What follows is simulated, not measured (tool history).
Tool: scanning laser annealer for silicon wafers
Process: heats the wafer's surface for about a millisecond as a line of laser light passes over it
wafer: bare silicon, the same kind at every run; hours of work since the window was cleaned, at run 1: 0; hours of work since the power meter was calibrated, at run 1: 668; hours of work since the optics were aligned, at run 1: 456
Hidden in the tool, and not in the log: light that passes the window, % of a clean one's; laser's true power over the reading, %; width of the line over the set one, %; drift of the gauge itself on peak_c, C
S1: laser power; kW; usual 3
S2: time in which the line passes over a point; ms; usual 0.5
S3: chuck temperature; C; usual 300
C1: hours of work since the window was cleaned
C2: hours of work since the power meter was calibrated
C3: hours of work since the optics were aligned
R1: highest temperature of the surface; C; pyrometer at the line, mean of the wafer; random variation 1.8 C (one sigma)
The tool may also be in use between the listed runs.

run	hour	S1	S2	S3	C1	C2	C3	R1
1	0	3	0.5	300	0	668	456	1065
2	59.4	3	0.388	300	44	712	500	957
3	149.6	3	0.388	300	110	779	566	949
4	205.4	3	0.388	300	151	820	607	945
5	270.7	3	0.388	300	199	868	655	942
6	319.9	3	0.5	297	236	904	691	1037
7	404	3	0.5	297	298	966	753	1027
8	468.4	3	0.5	297	345	1013	801	1020
9	551.3	3	0.5	300	406	1074	862	1016
# hour 561.9: window over the wafer cleaned
10	598.5	2.756	0.5	300	27	1108	895	990
11	669.9	3	0.5	338	80	1160	948	1092
12	717.8	3	0.5	331	115	1196	983	1082
13	773.3	3	0.5	300	156	1237	1024	1048
14	842.8	3	0.5	300	207	1288	1075	1038
15	936.9	3	0.5	317	276	1357	1144	1050
16	1017.8	3.232	0.4	296	336	1417	1204	989
17	1091.2	2.805	0.559	300	390	1471	1258	1009
# hour 1124.8: window over the wafer cleaned
18	1150.7	2.805	0.559	300	19	1513	1300	1051
19	1235.7	3.187	0.499	263	82	1576	1363	1074

Forecast run 20:
# hour 1256.1: optics aligned, line set to its width
20	1312.1	3.187	0.499	263	134	1628	41	?

Run 20 gave R1 1073 C.
Without the tool's hidden state the same run would have given R1 1088 C.
